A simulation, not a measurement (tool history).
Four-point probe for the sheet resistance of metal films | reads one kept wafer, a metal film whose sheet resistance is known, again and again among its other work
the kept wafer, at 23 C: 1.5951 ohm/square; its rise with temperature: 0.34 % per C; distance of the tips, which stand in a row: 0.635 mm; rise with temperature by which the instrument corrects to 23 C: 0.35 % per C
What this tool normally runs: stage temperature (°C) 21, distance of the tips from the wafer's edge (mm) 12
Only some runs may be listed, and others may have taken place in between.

run	hour	stage temperature (°C)	distance of the tips from the wafer's edge (mm)	sheet resistance as the instrument gives it (ohm/square)
1	0	21	12	1.598168
2	16.3	21	12	1.598152
3	47.5	21	12	1.598504
4	67.1	21	12	1.598053
5	93.2	21	12	1.598292
6	112.6	21	59	1.595494
7	127.9	21	59	1.59563
8	152.8	21	12	1.597861
9	189.2	21	12	1.598416
10	212.6	21	12	1.598174
11	242.3	21	7	1.60248
12	279.1	21	7	1.6025
13	306.2	21	7	1.602758
14	322.6	21	7	1.602936
15	345.7	19	7	1.602645
16	361.5	19	7	1.603304
17	396.5	19	7	1.602832
18	431.7	30	8	1.59854
19	468.9	20	59	1.596112
20	504.9	20	59	1.596134
21	525.3	33	11	1.596424
22	546.8	26	11	1.597669
23	572.4	35	28	1.593009
24	587.9	35	28	1.592489
25	617.5	28	12	1.595929
26	647.3	28	12	1.596872
27	677.6	28	12	1.596517
28	703.5	24	68	1.595089
29	727.4	24	32	1.59474
30	761.5	21	8	1.600733
31	787.4	21	8	1.601069
32	810.9	20	32	1.596351
33	835.4	26	8	1.600406
34	857.7	20	45	1.595842

Here are 3 independent what-if runs from the current tool condition. What would each one return?
A	880.2	22	62	?
B	880.2	24	34	?
C	880.2	20	24	?

run	sheet resistance as the instrument gives it (ohm/square)
A	1.595343
B	1.594469
C	1.596119
The same runs, with their run-to-run variation unchanged, on a tool lacking any hidden condition would have given:
run	sheet resistance as the instrument gives it (ohm/square)
A	1.59529
B	1.594416
C	1.596066

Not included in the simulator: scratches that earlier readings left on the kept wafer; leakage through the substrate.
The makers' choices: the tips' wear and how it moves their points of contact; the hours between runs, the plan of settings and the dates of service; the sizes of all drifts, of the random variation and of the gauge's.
